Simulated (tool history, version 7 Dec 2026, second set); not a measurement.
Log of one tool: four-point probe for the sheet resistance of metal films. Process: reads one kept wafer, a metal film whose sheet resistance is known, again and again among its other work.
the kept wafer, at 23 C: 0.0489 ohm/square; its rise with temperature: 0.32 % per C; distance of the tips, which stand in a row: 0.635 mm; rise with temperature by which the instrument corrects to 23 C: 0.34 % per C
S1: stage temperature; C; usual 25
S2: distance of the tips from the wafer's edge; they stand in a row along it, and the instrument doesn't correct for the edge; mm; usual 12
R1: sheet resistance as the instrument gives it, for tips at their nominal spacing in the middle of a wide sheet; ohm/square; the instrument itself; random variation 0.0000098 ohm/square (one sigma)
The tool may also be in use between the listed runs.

run 1 day=0.000 | S1=25 S2=12 | R1=0.048613
run 2 day=2.871 | S1=25 S2=12 | R1=0.048625
run 3 day=5.625 | S1=25 S2=12 | R1=0.048603
run 4 day=7.817 | S1=25 S2=12 | R1=0.048589
run 5 day=11.462 | S1=25 S2=12 | R1=0.048574
run 6 day=13.671 | S1=25 S2=12 | R1=0.048557
-- day=16.583 new probe head fitted
run 7 day=17.212 | S1=25 S2=12 | R1=0.048916
run 8 day=19.258 | S1=25 S2=12 | R1=0.048908
run 9 day=22.925 | S1=25 S2=12 | R1=0.048900
run 10 day=25.221 | S1=24 S2=12 | R1=0.048901
run 11 day=28.204 | S1=34 S2=12 | R1=0.048760
run 12 day=30.162 | S1=25 S2=23 | R1=0.048813
run 13 day=31.742 | S1=25 S2=43 | R1=0.048796
run 14 day=34.925 | S1=25 S2=43 | R1=0.048753
run 15 day=38.558 | S1=25 S2=43 | R1=0.048756
-- day=40.071 stage's thermometer calibrated
run 16 day=41.229 | S1=25 S2=43 | R1=0.048688
run 17 day=44.325 | S1=25 S2=43 | R1=0.048677
run 18 day=46.350 | S1=25 S2=43 | R1=0.048673
run 19 day=49.596 | S1=25 S2=43 | R1=0.048668
run 20 day=52.525 | S1=25 S2=43 | R1=0.048658
run 21 day=54.075 | S1=25 S2=12 | R1=0.048708
run 22 day=57.717 | S1=25 S2=4 | R1=0.049289
run 23 day=60.858 | S1=21 S2=3 | R1=0.049815
run 24 day=64.108 | S1=28 S2=26 | R1=0.048569
run 25 day=66.621 | S1=29 S2=26 | R1=0.048553
run 26 day=68.346 | S1=19 S2=12 | R1=0.048737
run 27 day=72.121 | S1=21 S2=4 | R1=0.049267
run 28 day=75.354 | S1=21 S2=36 | R1=0.048609
run 29 day=78.558 | S1=22 S2=7 | R1=0.048797
run 30 day=81.558 | S1=26 S2=5 | R1=0.048940
run 31 day=84.375 | S1=26 S2=5 | R1=0.048916
run 32 day=86.146 | S1=24 S2=12 | R1=0.048584
run 33 day=88.762 | S1=32 S2=23 | R1=0.048428
run 34 day=91.433 | S1=23 S2=34 | R1=0.048522
run 35 day=94.083 | S1=23 S2=34 | R1=0.048503
run 36 day=96.783 | S1=30 S2=9 | R1=0.048519
run 37 day=99.300 | S1=27 S2=38 | R1=0.048433
run 38 day=100.979 | S1=27 S2=38 | R1=0.048443

The next listed run, before its measurement:
run 39 day=104.442 | S1=26 S2=57 | R1=?

R1: 0.048419 ohm/square
Without the tool's hidden state the same run would have given R1 0.048864 ohm/square.
